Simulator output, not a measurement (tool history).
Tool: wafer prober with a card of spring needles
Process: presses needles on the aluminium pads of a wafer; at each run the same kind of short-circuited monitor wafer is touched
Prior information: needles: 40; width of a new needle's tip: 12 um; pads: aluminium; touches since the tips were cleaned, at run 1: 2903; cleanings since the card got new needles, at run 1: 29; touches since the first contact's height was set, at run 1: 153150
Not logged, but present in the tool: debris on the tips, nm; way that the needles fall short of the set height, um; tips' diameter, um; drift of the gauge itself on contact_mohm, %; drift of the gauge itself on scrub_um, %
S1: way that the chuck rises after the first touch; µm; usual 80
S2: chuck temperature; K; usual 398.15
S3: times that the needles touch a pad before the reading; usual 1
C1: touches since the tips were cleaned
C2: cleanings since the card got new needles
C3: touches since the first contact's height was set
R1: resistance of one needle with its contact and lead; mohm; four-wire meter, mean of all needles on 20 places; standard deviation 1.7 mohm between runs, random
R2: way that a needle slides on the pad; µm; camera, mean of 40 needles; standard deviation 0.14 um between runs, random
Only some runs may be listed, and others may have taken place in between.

| run | hour | S1 | S2 | S3 | C1 | C2 | C3 | R1 | R2 |
|---|---|---|---|---|---|---|---|---|---|
| 1 | 0.0 | 80 | 398.15 | 1 | 2903 | 29 | 153150 | 181 | 21.44 |
|  | 3.7 | tips cleaned on abrasive film |
|  | 12.6 | tips cleaned on abrasive film |
|  | 21.5 | tips cleaned on abrasive film |
| 2 | 25.2 | 79 | 398.15 | 1 | 2166 | 32 | 167995 | 179 | 21.25 |
|  | 28.8 | tips cleaned on abrasive film |
|  | 37.7 | tips cleaned on abrasive film |
|  | 46.7 | tips cleaned on abrasive film |
| 3 | 53.3 | 79 | 398.15 | 1 | 3950 | 35 | 184621 | 184 | 20.92 |
|  | 55.2 | tips cleaned on abrasive film |
|  | 62.4 | tips cleaned on abrasive film |
|  | 71.4 | tips cleaned on abrasive film |
|  | 80.2 | tips cleaned on abrasive film |
| 4 | 86.8 | 66 | 398.15 | 1 | 3953 | 39 | 204361 | 186 | 17.56 |
|  | 88.7 | tips cleaned on abrasive film |
|  | 97.6 | tips cleaned on abrasive film |
|  | 104.9 | tips cleaned on abrasive film |
|  | 113.9 | tips cleaned on abrasive film |
|  | 122.7 | tips cleaned on abrasive film |
| 5 | 123.8 | 80 | 398.15 | 1 | 655 | 44 | 226155 | 174 | 21.23 |
|  | 125.9 | height of the first contact set anew |
|  | 131.3 | tips cleaned on abrasive film |
|  | 140.0 | tips cleaned on abrasive film |
|  | 149.0 | tips cleaned on abrasive film |
| 6 | 155.3 | 80 | 398.15 | 1 | 3715 | 47 | 17376 | 182 | 22.02 |
|  | 157.1 | tips cleaned on abrasive film |
|  | 165.9 | tips cleaned on abrasive film |
|  | 173.1 | tips cleaned on abrasive film |
| 7 | 178.0 | 80 | 332.15 | 1 | 2943 | 50 | 30792 | 168 | 21.95 |
|  | 181.7 | tips cleaned on abrasive film |
|  | 188.9 | tips cleaned on abrasive film |
|  | 197.9 | tips cleaned on abrasive film |
| 8 | 202.6 | 80 | 398.15 | 1 | 2833 | 53 | 45304 | 181 | 21.76 |
|  | 206.3 | tips cleaned on abrasive film |
|  | 215.3 | tips cleaned on abrasive film |
| 9 | 219.5 | 80 | 398.15 | 1 | 2537 | 55 | 55273 | 178 | 21.72 |
|  | 223.2 | tips cleaned on abrasive film |
|  | 232.0 | tips cleaned on abrasive film |
|  | 241.0 | tips cleaned on abrasive film |
|  | 249.6 | tips cleaned on abrasive film |
| 10 | 250.5 | 80 | 398.15 | 1 | 504 | 59 | 73506 | 176 | 21.63 |
|  | 257.7 | tips cleaned on abrasive film |
|  | 266.5 | tips cleaned on abrasive film |
|  | 275.3 | tips cleaned on abrasive film |
|  | 284.3 | tips cleaned on abrasive film |
| 11 | 285.7 | 80 | 398.15 | 2 | 832 | 63 | 94279 | 174 | 21.35 |
|  | 292.8 | tips cleaned on abrasive film |
|  | 301.7 | tips cleaned on abrasive film |
|  | 310.7 | tips cleaned on abrasive film |
| 12 | 314.3 | 80 | 398.15 | 2 | 2188 | 66 | 111203 | 175 | 21.19 |
|  | 317.9 | tips cleaned on abrasive film |
|  | 326.6 | tips cleaned on abrasive film |
|  | 335.6 | tips cleaned on abrasive film |
|  | 343.3 | tips cleaned on abrasive film |
| 13 | 343.3 | 92 | 322.15 | 2 | 0 | 70 | 128246 | 157 | 24.68 |
|  | 352.3 | tips cleaned on abrasive film |
|  | 360.3 | tips cleaned on abrasive film |
| 14 | 360.3 | 92 | 322.15 | 2 | 0 | 72 | 138298 | 159 | 24.85 |
|  | 367.5 | tips cleaned on abrasive film |
|  | 376.5 | tips cleaned on abrasive film |
| 15 | 379.6 | 80 | 340.15 | 2 | 1870 | 74 | 149725 | 166 | 21.54 |
|  | 385.1 | tips cleaned on abrasive film |
|  | 394.1 | tips cleaned on abrasive film |
|  | 401.7 | tips cleaned on abrasive film |
| 16 | 401.7 | 100 | 398.15 | 2 | 0 | 77 | 162693 | 171 | 26.95 |
|  | 410.4 | tips cleaned on abrasive film |
|  | 419.2 | tips cleaned on abrasive film |
|  | 426.4 | tips cleaned on abrasive film |
| 17 | 432.7 | 88 | 308.15 | 2 | 3765 | 80 | 181069 | 160 | 23.34 |
|  | 434.6 | tips cleaned on abrasive film |
|  | 441.8 | tips cleaned on abrasive film |
|  | 450.8 | tips cleaned on abrasive film |
|  | 459.6 | tips cleaned on abrasive film |
| 18 | 461.3 | 73 | 308.15 | 2 | 989 | 84 | 197854 | 160 | 19.27 |
|  | 468.5 | tips cleaned on abrasive film |
|  | 477.3 | tips cleaned on abrasive film |
|  | 486.3 | tips cleaned on abrasive film |
|  | 493.5 | tips cleaned on abrasive film |
| 19 | 494.6 | 80 | 359.15 | 2 | 658 | 88 | 217532 | 164 | 21.09 |
|  | 501.8 | tips cleaned on abrasive film |
|  | 510.6 | tips cleaned on abrasive film |
|  | 510.9 | height of the first contact set anew |
| 20 | 513.3 | 78 | 354.15 | 1 | 1416 | 90 | 1416 | 173 | 21.50 |
|  | 518.7 | tips cleaned on abrasive film |
|  | 526.0 | tips cleaned on abrasive film |
|  | 534.7 | tips cleaned on abrasive film |
|  | 543.7 | tips cleaned on abrasive film |
| 21 | 549.5 | 64 | 398.15 | 2 | 3463 | 94 | 22790 | 180 | 17.41 |
|  | 551.4 | tips cleaned on abrasive film |
|  | 560.3 | tips cleaned on abrasive film |
|  | 569.2 | tips cleaned on abrasive film |
| 22 | 569.5 | 85 | 398.15 | 2 | 191 | 97 | 34553 | 168 | 22.99 |
|  | 576.5 | tips cleaned on abrasive film |
|  | 585.5 | tips cleaned on abrasive film |
| 23 | 589.7 | 85 | 298.15 | 2 | 2530 | 99 | 46512 | 157 | 23.01 |

Alternative continuations, all from the tool just after run 23; predict every row:
|  | 593.4 | tips cleaned on abrasive film |
|  | 602.0 | tips cleaned on abrasive film |
|  | 609.2 | tips cleaned on abrasive film |
|  | 618.0 | tips cleaned on abrasive film |
| A | 622.7 | 73 | 345.15 | 2 | 2813 | 103 | 65950 | ? | ? |
|  | 593.4 | tips cleaned on abrasive film |
|  | 602.0 | tips cleaned on abrasive film |
|  | 609.2 | tips cleaned on abrasive film |
|  | 618.0 | tips cleaned on abrasive film |
| B | 622.7 | 85 | 298.15 | 1 | 2813 | 103 | 65950 | ? | ? |
|  | 593.4 | tips cleaned on abrasive film |
|  | 602.0 | tips cleaned on abrasive film |
|  | 609.2 | tips cleaned on abrasive film |
|  | 618.0 | tips cleaned on abrasive film |
| C | 622.7 | 63 | 378.15 | 2 | 2813 | 103 | 65950 | ? | ? |
|  | 593.4 | tips cleaned on abrasive film |
|  | 602.0 | tips cleaned on abrasive film |
|  | 609.2 | tips cleaned on abrasive film |
|  | 618.0 | tips cleaned on abrasive film |
| D | 622.7 | 92 | 331.15 | 2 | 2813 | 103 | 65950 | ? | ? |
|  | 593.4 | tips cleaned on abrasive film |
|  | 602.0 | tips cleaned on abrasive film |
|  | 609.2 | tips cleaned on abrasive film |
|  | 618.0 | tips cleaned on abrasive film |
| E | 622.7 | 95 | 298.15 | 3 | 2813 | 103 | 65950 | ? | ? |

| run | R1 | R2 |
|---|---|---|
| A | 167 | 19.97 |
| B | 164 | 23.00 |
| C | 177 | 17.06 |
| D | 163 | 24.89 |
| E | 156 | 25.78 |
Without the tool's hidden state the same runs would have given:
| run | R1 | R2 |
|---|---|---|
| A | 161 | 20.22 |
| B | 156 | 23.24 |
| C | 169 | 17.30 |
| D | 159 | 25.13 |
| E | 153 | 26.02 |
